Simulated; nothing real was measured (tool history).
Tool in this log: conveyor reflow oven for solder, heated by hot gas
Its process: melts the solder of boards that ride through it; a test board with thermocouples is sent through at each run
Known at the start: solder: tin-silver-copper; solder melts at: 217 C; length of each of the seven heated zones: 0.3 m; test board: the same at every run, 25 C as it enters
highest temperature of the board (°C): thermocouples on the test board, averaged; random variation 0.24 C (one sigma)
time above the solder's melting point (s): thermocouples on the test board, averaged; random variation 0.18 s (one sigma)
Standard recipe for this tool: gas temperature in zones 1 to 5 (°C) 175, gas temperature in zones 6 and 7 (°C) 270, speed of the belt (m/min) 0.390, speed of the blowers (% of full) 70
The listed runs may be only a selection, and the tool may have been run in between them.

| run | hour | gas temperature in zones 1 to 5 (°C) | gas temperature in zones 6 and 7 (°C) | speed of the belt (m/min) | speed of the blowers (% of full) | highest temperature of the board (°C) | time above the solder's melting point (s) |
|---|---|---|---|---|---|---|---|
| 1 | 0.0 | 175 | 270 | 0.390 | 70 | 257.8 | 75.7 |
| 2 | 6.1 | 175 | 270 | 0.390 | 70 | 258.1 | 75.7 |
| 3 | 16.5 | 175 | 270 | 0.390 | 70 | 257.8 | 75.6 |
| 4 | 23.6 | 175 | 270 | 0.390 | 70 | 258.3 | 75.7 |
| 5 | 31.3 | 175 | 270 | 0.390 | 70 | 257.5 | 75.9 |
| 6 | 44.2 | 175 | 270 | 0.390 | 70 | 257.6 | 75.6 |
| 7 | 53.7 | 175 | 270 | 0.390 | 70 | 258.3 | 75.8 |
| 8 | 59.3 | 175 | 270 | 0.390 | 70 | 258.2 | 75.7 |
| 9 | 69.5 | 175 | 270 | 0.390 | 70 | 258.3 | 75.8 |
| 10 | 82.0 | 175 | 270 | 0.390 | 70 | 257.9 | 75.4 |
| 11 | 92.6 | 175 | 284 | 0.390 | 70 | 270.8 | 83.2 |
| 12 | 104.3 | 175 | 284 | 0.390 | 70 | 270.9 | 83.5 |
| 13 | 116.1 | 175 | 284 | 0.390 | 70 | 270.4 | 83.7 |
|  | 121.1 | belt drive overhauled, speed set with a stopwatch |
| 14 | 132.8 | 175 | 270 | 0.390 | 70 | 257.9 | 75.9 |
| 15 | 139.6 | 175 | 270 | 0.390 | 70 | 257.7 | 75.8 |
| 16 | 147.4 | 167 | 266 | 0.400 | 63 | 250.6 | 65.2 |
| 17 | 160.8 | 177 | 277 | 0.357 | 56 | 264.8 | 88.8 |
|  | 176.2 | belt drive overhauled, speed set with a stopwatch, once more |
| 18 | 178.3 | 177 | 277 | 0.357 | 56 | 264.4 | 88.0 |
| 19 | 187.2 | 177 | 277 | 0.357 | 56 | 264.3 | 88.1 |
| 20 | 194.5 | 177 | 277 | 0.357 | 56 | 264.6 | 88.0 |
| 21 | 201.5 | 178 | 264 | 0.357 | 52 | 251.9 | 79.0 |
| 22 | 214.9 | 178 | 264 | 0.357 | 52 | 252.0 | 78.8 |
|  | 223.2 | flux residue cleaned out of gas plates and filters |
| 23 | 233.5 | 190 | 276 | 0.367 | 57 | 265.1 | 92.4 |
| 24 | 240.9 | 190 | 276 | 0.367 | 57 | 265.1 | 92.4 |
| 25 | 246.7 | 190 | 276 | 0.367 | 57 | 265.2 | 92.0 |
| 26 | 257.9 | 168 | 261 | 0.390 | 89 | 251.3 | 68.6 |
| 27 | 266.8 | 168 | 261 | 0.390 | 89 | 250.6 | 68.8 |
| 28 | 279.9 | 168 | 261 | 0.390 | 89 | 251.2 | 68.4 |
| 29 | 288.2 | 185 | 264 | 0.327 | 89 | 258.2 | 98.2 |
| 30 | 298.4 | 185 | 264 | 0.327 | 70 | 257.5 | 96.5 |

Predict each of these 4 candidate next runs independently; none follows another, all start after run 30:
| A | 307.1 | 168 | 283 | 0.429 | 70 | ? | ? |
| B | 307.1 | 185 | 266 | 0.362 | 55 | ? | ? |
| C | 307.1 | 168 | 262 | 0.390 | 58 | ? | ? |
| D | 307.1 | 175 | 270 | 0.390 | 70 | ? | ? |

| run | highest temperature of the board (°C) | time above the solder's melting point (s) |
|---|---|---|
| A | 265.6 | 70.3 |
| B | 255.1 | 84.4 |
| C | 247.4 | 63.5 |
| D | 257.5 | 75.3 |
With the hidden condition removed and each run's random variation left untouched, the same runs would have given:
| run | highest temperature of the board (°C) | time above the solder's melting point (s) |
|---|---|---|
| A | 266.3 | 70.5 |
| B | 255.6 | 84.5 |
| C | 248.0 | 63.9 |
| D | 258.2 | 75.5 |

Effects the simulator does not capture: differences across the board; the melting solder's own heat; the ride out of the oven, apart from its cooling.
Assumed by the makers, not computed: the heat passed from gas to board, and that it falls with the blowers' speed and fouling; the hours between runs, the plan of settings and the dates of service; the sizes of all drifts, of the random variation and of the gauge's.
